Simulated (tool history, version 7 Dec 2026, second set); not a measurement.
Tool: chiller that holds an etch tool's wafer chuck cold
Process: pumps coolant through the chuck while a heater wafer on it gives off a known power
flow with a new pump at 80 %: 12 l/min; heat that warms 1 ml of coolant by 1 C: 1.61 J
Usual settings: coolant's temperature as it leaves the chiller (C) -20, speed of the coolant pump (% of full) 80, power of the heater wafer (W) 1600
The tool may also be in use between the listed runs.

| run | hour | coolant's temperature as it leaves the chiller (C) | speed of the coolant pump (% of full) | power of the heater wafer (W) | chuck's temperature once it has settled (C) | how much warmer the coolant comes back (C) |
|---|---|---|---|---|---|---|
| 1 | 0 | -20 | 80 | 1600 | -8.5 | 5.39 |
| 2 | 61.4 | -20 | 80 | 1600 | -8.2 | 5.4 |
| 3 | 94.1 | -20 | 80 | 1600 | -8.4 | 5.39 |
| 4 | 126.7 | -20 | 80 | 1600 | -8.2 | 5.37 |
| 5 | 168 | -20 | 80 | 1600 | -8.2 | 5.44 |
| 6 | 193.9 | -20 | 80 | 1600 | -8.3 | 5.41 |
| 7 | 249.1 | -20 | 80 | 1600 | -8.1 | 5.43 |
|  | 257 | coolant pump overhauled |
| 8 | 283.7 | -16 | 85 | 1404 | -5.9 | 4.62 |
| 9 | 314.1 | -22 | 79 | 903 | -14.9 | 3.2 |
| 10 | 374.4 | -20 | 79 | 903 | -12.7 | 3.14 |
| 11 | 406.9 | -26 | 95 | 903 | -19.7 | 2.67 |
|  | 430 | coolant pump overhauled, once more |
| 12 | 447.7 | -28 | 92 | 963 | -21.6 | 2.62 |
| 13 | 478.5 | -22 | 86 | 2372 | -6.3 | 6.9 |

Hidden state or all else? Some run-to-run changes of chuck's temperature once it has settled (C), split into what the settings, what came in and random variation would give without the hidden state, and what is left for the hidden state (with any gauge scatter that isn't in both results):
The hidden state here: heat passed by the chuck's channels, % of clean ones'; flow at a given pump speed, % of a new pump's; coolant's true temperature over the reading, C; drift of the gauge itself on chuck_c, C; drift of the gauge itself on warmer_back_c, C.
Run 12 -> 13: coolant's temperature as it leaves the chiller (C) -28 -> -22, speed of the coolant pump (% of full) 92 -> 86, power of the heater wafer (W) 963 -> 2372. chuck's temperature once it has settled (C) +15.3: hidden state +0.7, all else +14.6.
